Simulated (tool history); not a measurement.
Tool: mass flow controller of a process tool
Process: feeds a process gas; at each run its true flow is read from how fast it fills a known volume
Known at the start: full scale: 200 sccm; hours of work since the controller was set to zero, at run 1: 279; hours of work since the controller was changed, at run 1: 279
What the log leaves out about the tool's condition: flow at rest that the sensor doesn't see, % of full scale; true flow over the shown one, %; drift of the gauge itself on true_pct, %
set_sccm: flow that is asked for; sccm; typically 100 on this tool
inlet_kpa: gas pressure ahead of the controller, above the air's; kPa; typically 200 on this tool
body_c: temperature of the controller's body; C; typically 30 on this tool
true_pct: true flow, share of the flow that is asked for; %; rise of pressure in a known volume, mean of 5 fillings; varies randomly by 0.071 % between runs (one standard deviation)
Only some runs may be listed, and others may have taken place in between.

| run | day | set_sccm | inlet_kpa | body_c | hours of work since the controller was set to zero | hours of work since the controller was changed | true_pct |
|---|---|---|---|---|---|---|---|
| 1 | 0.000 | 100 | 200 | 30 | 279 | 279 | 99.67 |
| 2 | 4.238 | 100 | 200 | 30 | 313 | 313 | 99.75 |
| 3 | 7.912 | 100 | 200 | 30 | 342 | 342 | 99.88 |
| 4 | 12.004 | 100 | 200 | 30 | 375 | 375 | 100.11 |
| 5 | 16.125 | 100 | 200 | 30 | 408 | 408 | 100.24 |
| 6 | 19.967 | 100 | 200 | 30 | 439 | 439 | 100.53 |
| 7 | 23.767 | 100 | 200 | 30 | 470 | 470 | 100.50 |
| 8 | 27.162 | 100 | 200 | 30 | 497 | 497 | 100.70 |
| 9 | 31.079 | 100 | 200 | 30 | 529 | 529 | 100.94 |
| 10 | 35.271 | 100 | 200 | 30 | 562 | 562 | 101.01 |
| 11 | 39.292 | 76 | 200 | 23 | 595 | 595 | 100.70 |
|  | 42.738 | gauge calibrated |
| 12 | 42.738 | 76 | 233 | 33 | 622 | 622 | 99.44 |
| 13 | 46.879 | 76 | 233 | 33 | 656 | 656 | 99.68 |
| 14 | 49.538 | 76 | 233 | 33 | 677 | 677 | 99.75 |
| 15 | 53.975 | 82 | 233 | 23 | 713 | 713 | 99.31 |

Run 16, settings as shown, results not yet in. Your forecast:
| 16 | 57.008 | 53 | 168 | 21 | 737 | 737 | ? |

Run 16 came out at true_pct 99.35 %.
If the tool had no hidden condition, the same run with the same run-to-run variation would have returned true_pct 98.74 %.
